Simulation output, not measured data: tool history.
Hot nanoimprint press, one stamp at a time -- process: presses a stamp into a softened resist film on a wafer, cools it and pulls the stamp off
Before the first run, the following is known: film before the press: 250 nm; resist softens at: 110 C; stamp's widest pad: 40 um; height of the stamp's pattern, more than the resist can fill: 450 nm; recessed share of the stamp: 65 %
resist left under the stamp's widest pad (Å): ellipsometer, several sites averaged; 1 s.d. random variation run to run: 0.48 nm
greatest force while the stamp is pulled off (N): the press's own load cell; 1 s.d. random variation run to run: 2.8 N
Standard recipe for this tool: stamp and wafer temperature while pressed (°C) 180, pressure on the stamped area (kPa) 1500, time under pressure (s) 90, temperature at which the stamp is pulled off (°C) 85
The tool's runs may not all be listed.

| run | hour | stamp and wafer temperature while pressed (°C) | pressure on the stamped area (kPa) | time under pressure (s) | temperature at which the stamp is pulled off (°C) | resist left under the stamp's widest pad (Å) | greatest force while the stamp is pulled off (N) |
|---|---|---|---|---|---|---|---|
| 1 | 0.0 | 180 | 1500 | 90 | 85 | 1176 | 123 |
| 2 | 31.2 | 180 | 1500 | 90 | 85 | 1186 | 132 |
| 3 | 55.9 | 180 | 1500 | 90 | 85 | 1187 | 127 |
| 4 | 84.9 | 180 | 1500 | 90 | 85 | 1180 | 132 |
| 5 | 118.4 | 180 | 1500 | 90 | 85 | 1182 | 129 |
| 6 | 146.3 | 180 | 1500 | 90 | 85 | 1190 | 122 |
| 7 | 170.7 | 180 | 1500 | 90 | 85 | 1184 | 125 |
| 8 | 192.1 | 180 | 1500 | 90 | 73 | 1190 | 143 |
| 9 | 226.8 | 180 | 1500 | 90 | 73 | 1185 | 146 |
| 10 | 259.9 | 180 | 1500 | 90 | 73 | 1184 | 144 |
| 11 | 289.4 | 180 | 1500 | 90 | 73 | 1194 | 150 |
| 12 | 307.8 | 177 | 1500 | 90 | 85 | 1325 | 129 |
|  | 317.3 | plate thermocouple calibrated |
| 13 | 337.7 | 177 | 1500 | 90 | 85 | 1326 | 131 |
| 14 | 361.7 | 177 | 1500 | 90 | 85 | 1308 | 132 |
| 15 | 402.5 | 180 | 1500 | 90 | 86 | 1195 | 132 |
| 16 | 423.2 | 180 | 1240 | 126 | 86 | 1180 | 125 |
| 17 | 443.8 | 180 | 1240 | 126 | 86 | 1186 | 134 |
|  | 480.2 | stamp cleaned and given a new release coat |
| 18 | 480.4 | 180 | 1240 | 126 | 86 | 1191 | 125 |
| 19 | 513.2 | 180 | 1240 | 126 | 86 | 1184 | 131 |
| 20 | 550.1 | 180 | 1240 | 126 | 77 | 1190 | 139 |
| 21 | 580.5 | 190 | 970 | 54 | 84 | 1302 | 129 |
| 22 | 598.0 | 190 | 1500 | 87 | 85 | 862 | 130 |
| 23 | 635.9 | 180 | 1500 | 90 | 90 | 1204 | 118 |
| 24 | 663.0 | 180 | 1500 | 90 | 90 | 1198 | 129 |
|  | 673.8 | plate thermocouple calibrated |
| 25 | 691.7 | 175 | 1500 | 90 | 85 | 1426 | 130 |
| 26 | 715.4 | 173 | 1500 | 175 | 86 | 1241 | 122 |
| 27 | 752.7 | 185 | 1270 | 90 | 81 | 1116 | 136 |
| 28 | 788.8 | 185 | 1270 | 90 | 81 | 1119 | 135 |
| 29 | 823.8 | 180 | 950 | 52 | 85 | 1765 | 127 |
| 30 | 853.5 | 180 | 950 | 52 | 85 | 1750 | 132 |

3 ways to go on from here, each from the tool as it stands after run 30. What would each give?
| A | 892.9 | 180 | 1380 | 90 | 85 | ? | ? |
| B | 892.9 | 180 | 2160 | 46 | 93 | ? | ? |
| C | 892.9 | 171 | 1680 | 90 | 71 | ? | ? |

| run | resist left under the stamp's widest pad (Å) | greatest force while the stamp is pulled off (N) |
|---|---|---|
| A | 1261 | 128 |
| B | 1231 | 120 |
| C | 1550 | 147 |
Take away the tool's hidden state, keep each run's random variation, and the runs would have read:
| run | resist left under the stamp's widest pad (Å) | greatest force while the stamp is pulled off (N) |
|---|---|---|
| A | 1231 | 127 |
| B | 1201 | 119 |
| C | 1513 | 146 |
